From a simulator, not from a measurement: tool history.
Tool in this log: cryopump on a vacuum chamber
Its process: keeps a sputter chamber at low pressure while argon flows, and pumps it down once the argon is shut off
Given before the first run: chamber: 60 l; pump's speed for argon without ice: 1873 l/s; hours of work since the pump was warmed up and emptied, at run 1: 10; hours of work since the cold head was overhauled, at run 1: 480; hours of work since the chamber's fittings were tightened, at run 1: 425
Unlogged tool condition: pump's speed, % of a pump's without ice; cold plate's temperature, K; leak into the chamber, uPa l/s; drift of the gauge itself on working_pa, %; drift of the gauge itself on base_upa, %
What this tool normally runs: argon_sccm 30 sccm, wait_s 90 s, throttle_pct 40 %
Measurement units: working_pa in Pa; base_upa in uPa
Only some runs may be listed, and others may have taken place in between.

run	day	argon_sccm	wait_s	throttle_pct	hours of work since the pump was warmed up and emptied	hours of work since the cold head was overhauled	hours of work since the chamber's fittings were tightened	working_pa	base_upa
1	0.000	30	90	40	10	480	425	0.0681	1.32
2	1.404	30	90	40	33	504	449	0.0687	1.33
3	2.967	30	90	40	59	529	474	0.0685	1.31
4	4.533	30	90	40	85	555	500	0.0680	1.38
5	5.608	30	90	40	103	573	518	0.0689	1.41
6	6.771	30	90	15	122	592	537	0.1830	1.45
7	7.721	30	90	40	138	608	553	0.0697	1.46
8	8.375	30	90	40	149	619	564	0.0684	1.39
9	9.125	30	90	40	161	631	576	0.0699	1.44
10	9.950	30	90	17	175	645	590	0.1601	1.50
11	10.617	19	90	17	186	656	601	0.1021	1.49
12	11.796	19	90	17	205	676	621	0.1020	1.48
13	12.738	19	90	17	221	691	636	0.1028	1.57
14	14.075	19	90	17	243	714	658	0.1022	1.52
15	15.567	19	90	17	268	738	683	0.1036	1.55
16	16.471	30	90	40	283	753	698	0.0696	1.60
17	17.875	30	90	40	306	776	721	0.0713	1.61
18	19.371	19	90	55	331	801	746	0.0333	1.63
19	20.921	15	57	45	357	827	772	0.0321	2.16
20	21.871	15	57	45	372	843	788	0.0324	2.11
21	22.650	15	57	45	385	856	801	0.0326	2.28
22	23.467	30	127	19	399	869	814	0.1469	1.49
23	24.425	28	90	46	415	885	830	0.0593	1.70
24	25.071	47	37	24	425	896	841	0.1840	2.98
25	26.383	15	90	16	447	917	862	0.0864	1.77
# day 27.500: pump warmed up, emptied and cooled again
26	27.704	15	90	16	3	936	881	0.0855	1.67
27	29.067	37	90	24	26	958	903	0.1398	1.66
28	30.446	33	166	25	49	981	926	0.1203	1.34
29	31.275	30	103	16	63	995	940	0.1699	1.54
30	32.492	30	23	16	83	1015	960	0.1699	4.33
31	33.617	29	97	23	101	1034	979	0.1149	1.66
32	34.658	53	63	40	119	1051	996	0.1219	2.13
33	36.138	14	25	35	143	1076	1021	0.0373	3.96

Hidden state at the last listed run before each entry between runs and at the first one after, where it differs:
Between runs 25 and 26: pump warmed up, emptied and cooled again (day 27.500)
  pump's speed, % of a pump's without ice: 85.2 -> 99.6; cold plate's temperature, K: 12.35 -> 12.36; leak into the chamber, uPa l/s: 1459 -> 1483
  difference, measured minus the result without the unlogged condition, working_pa: +0.0025 -> +0.0001 Pa; base_upa: +0.76 -> +0.66 uPa
